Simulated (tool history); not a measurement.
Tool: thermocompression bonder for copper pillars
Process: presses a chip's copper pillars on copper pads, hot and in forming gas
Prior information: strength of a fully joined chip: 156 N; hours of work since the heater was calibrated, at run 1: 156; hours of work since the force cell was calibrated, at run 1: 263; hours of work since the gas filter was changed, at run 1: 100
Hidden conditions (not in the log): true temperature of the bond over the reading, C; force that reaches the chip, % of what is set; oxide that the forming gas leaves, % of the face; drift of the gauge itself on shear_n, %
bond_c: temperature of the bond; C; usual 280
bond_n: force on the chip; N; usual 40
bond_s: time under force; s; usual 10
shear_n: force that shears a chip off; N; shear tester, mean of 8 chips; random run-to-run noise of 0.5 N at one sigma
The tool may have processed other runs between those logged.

run	day	bond_c	bond_n	bond_s	hours of work since the heater was calibrated	hours of work since the force cell was calibrated	hours of work since the gas filter was changed	shear_n
1	0.000	280	40	10	156	263	100	80.7
2	0.521	280	40	10	163	270	107	80.0
3	0.958	280	40	10	169	276	113	80.7
4	1.788	280	40	10	180	287	125	80.2
5	2.496	280	40	10	190	297	134	80.5
6	3.542	280	40	10	204	311	148	80.6
7	4.117	280	40	10	212	319	156	79.8
8	4.762	280	40	10	221	327	165	80.1
9	5.688	280	40	10	233	340	177	79.8
10	6.646	280	40	10	246	353	190	78.9
11	7.175	280	40	10	253	360	198	78.4
12	8.083	280	40	10	266	372	210	79.0
13	8.721	280	40	10	274	381	218	79.4
14	9.175	280	40	16	280	387	225	90.3
15	9.608	280	40	16	286	393	230	90.4
16	10.550	280	40	16	299	406	243	90.2
17	11.283	280	40	16	309	416	253	90.2
18	11.717	280	40	16	315	422	259	90.2
19	12.279	290	40	10	322	429	267	85.0
20	12.708	280	40	6	328	435	272	65.6
21	13.371	280	40	17	337	444	281	91.8
22	14.054	261	45	18	347	453	291	86.8
23	14.517	280	53	10	353	460	297	97.1
# day 15.375: forming gas filter changed
24	15.454	301	40	10	365	472	1	100.6
25	15.883	265	33	22	371	478	7	83.0
26	16.571	300	56	22	380	487	16	140.1
27	17.346	281	35	15	391	498	27	87.1
28	18.150	255	37	9	402	508	38	59.1
29	19.171	255	53	23	416	522	51	111.4
30	19.788	262	39	21	424	531	60	90.6
31	20.504	262	39	21	434	540	69	90.3
32	21.133	259	32	21	442	549	78	73.1
33	21.854	280	44	10	452	559	88	91.7
34	22.912	309	57	10	466	573	102	128.0
35	23.929	309	26	10	480	587	116	71.5
36	24.358	293	47	10	486	593	122	104.2
37	24.804	293	47	10	492	599	128	104.0
38	25.625	304	44	10	503	610	139	106.7
39	26.438	280	30	7	514	621	150	55.4
40	27.425	257	25	18	527	634	163	51.7

Take each entry between the runs: how does the hidden state at the last listed run before it differ from the hidden state at the first listed run after it?
After run 23, before run 24: forming gas filter changed (day 15.375)
  true temperature of the bond over the reading, C: 5.6 -> 5.8; oxide that the forming gas leaves, % of the face: 10.2 -> 0.54
  measured value less the no-hidden-state value, shear_n: -8.3 -> +2.0 N
